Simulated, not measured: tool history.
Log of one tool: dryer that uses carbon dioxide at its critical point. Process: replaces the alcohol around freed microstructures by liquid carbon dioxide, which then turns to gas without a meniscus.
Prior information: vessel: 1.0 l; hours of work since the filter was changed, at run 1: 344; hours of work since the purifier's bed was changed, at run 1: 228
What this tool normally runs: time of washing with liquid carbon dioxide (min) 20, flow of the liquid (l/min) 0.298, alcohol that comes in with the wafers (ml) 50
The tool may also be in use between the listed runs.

run	day	time of washing with liquid carbon dioxide (min)	flow of the liquid (l/min)	alcohol that comes in with the wafers (ml)	hours of work since the filter was changed	hours of work since the purifier's bed was changed	alcohol left in the vessel before it's heated (ppm by volume)
1	0	20	0.298	50	344	228	888
2	0.188	20	0.269	50	348	231	1288
3	0.446	20	0.269	50	352	236	1309
4	0.692	20	0.298	50	357	240	892
5	0.9	20	0.298	50	361	244	903
6	1.1	20	0.298	50	364	248	878
7	1.379	20	0.298	50	369	253	912
8	1.608	20	0.298	35	374	257	673
9	1.846	13	0.298	50	378	261	3639
10	2.146	21	0.298	50	383	267	798
11	2.338	21	0.298	50	387	270	784
12	2.533	20	0.263	50	390	274	1466
13	2.921	20	0.263	50	397	281	1484
14	3.238	20	0.263	50	403	286	1495
15	3.512	20	0.298	50	408	291	944
16	3.8	19	0.19	63	413	297	5966
17	4.158	19	0.19	63	420	303	5934
18	4.338	19	0.19	63	423	306	5818
19	4.604	13	0.265	62	428	311	6228
20	4.775	15	0.192	23	431	314	3515
21	5.062	25	0.442	118	436	319	152
22	5.233	25	0.442	118	439	323	150
23	5.571	30	0.371	20	445	329	101
24	5.812	31	0.271	45	450	333	253
25	6.221	31	0.271	45	457	340	254
26	6.442	14	0.283	45	461	344	3326
27	6.667	30	0.199	45	465	348	1011
28	6.946	14	0.288	85	470	353	5977
29	7.3	19	0.288	85	477	360	2331

Below are 5 alternative next runs, each starting from the tool's condition after run 29. Predict each:
# day 7.412: inlet filter changed
A	7.596	19	0.288	26	3	365	?
# day 7.412: inlet filter changed
B	7.596	14	0.298	50	3	365	?
# day 7.412: inlet filter changed
C	7.596	19	0.194	85	3	365	?
# day 7.412: inlet filter changed
D	7.596	19	0.288	86	3	365	?
# day 7.412: inlet filter changed
E	7.596	30	0.29	50	3	365	?

run	alcohol left in the vessel before it's heated (ppm by volume)
A	501
B	2244
C	5538
D	1437
E	168
With no hidden state in the tool, these same runs would have given:
run	alcohol left in the vessel before it's heated (ppm by volume)
A	408
B	2133
C	5405
D	1332
E	79
